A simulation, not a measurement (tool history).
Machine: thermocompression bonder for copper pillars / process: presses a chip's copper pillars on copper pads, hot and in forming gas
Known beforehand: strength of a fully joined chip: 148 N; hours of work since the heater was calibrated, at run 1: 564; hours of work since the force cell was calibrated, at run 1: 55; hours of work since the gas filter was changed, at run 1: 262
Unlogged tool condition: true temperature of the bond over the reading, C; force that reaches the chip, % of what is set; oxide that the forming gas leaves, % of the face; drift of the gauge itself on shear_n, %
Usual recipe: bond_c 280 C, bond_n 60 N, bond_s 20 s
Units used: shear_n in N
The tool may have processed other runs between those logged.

| run | hour | bond_c | bond_n | bond_s | hours of work since the heater was calibrated | hours of work since the force cell was calibrated | hours of work since the gas filter was changed | shear_n |
|---|---|---|---|---|---|---|---|---|
| 1 | 0 | 280 | 60 | 20 | 564 | 55 | 262 | 72.1 |
| 2 | 7.2 | 280 | 60 | 20 | 568 | 59 | 266 | 71.2 |
| 3 | 17.4 | 280 | 44 | 20 | 573 | 65 | 271 | 59.6 |
| 4 | 27.4 | 280 | 60 | 20 | 579 | 70 | 277 | 71.9 |
| 5 | 33.2 | 280 | 60 | 20 | 582 | 73 | 280 | 71.9 |
| 6 | 39.5 | 280 | 60 | 20 | 585 | 77 | 284 | 71.1 |
| 7 | 47.6 | 262 | 60 | 52 | 590 | 81 | 288 | 81.3 |
| 8 | 55.1 | 258 | 82 | 30 | 594 | 86 | 292 | 75.6 |
| 9 | 60.1 | 280 | 60 | 46 | 597 | 88 | 295 | 91.4 |
| 10 | 66.1 | 280 | 51 | 11 | 600 | 92 | 298 | 51.6 |

Alternative continuations, all from the tool just after run 10; predict every row:
| A | 73.4 | 253 | 41 | 36 | 604 | 96 | 302 | ? |
| B | 73.4 | 288 | 62 | 54 | 604 | 96 | 302 | ? |
| C | 73.4 | 299 | 52 | 19 | 604 | 96 | 302 | ? |
| D | 73.4 | 288 | 51 | 20 | 604 | 96 | 302 | ? |
| E | 73.4 | 280 | 53 | 11 | 604 | 96 | 302 | ? |

| run | shear_n |
|---|---|
| A | 50.5 |
| B | 101.6 |
| C | 77.8 |
| D | 69.7 |
| E | 53.5 |
With the hidden condition removed and each run's random variation left untouched, the same runs would have given:
| run | shear_n |
|---|---|
| A | 52.3 |
| B | 109.1 |
| C | 82.5 |
| D | 73.5 |
| E | 55.9 |

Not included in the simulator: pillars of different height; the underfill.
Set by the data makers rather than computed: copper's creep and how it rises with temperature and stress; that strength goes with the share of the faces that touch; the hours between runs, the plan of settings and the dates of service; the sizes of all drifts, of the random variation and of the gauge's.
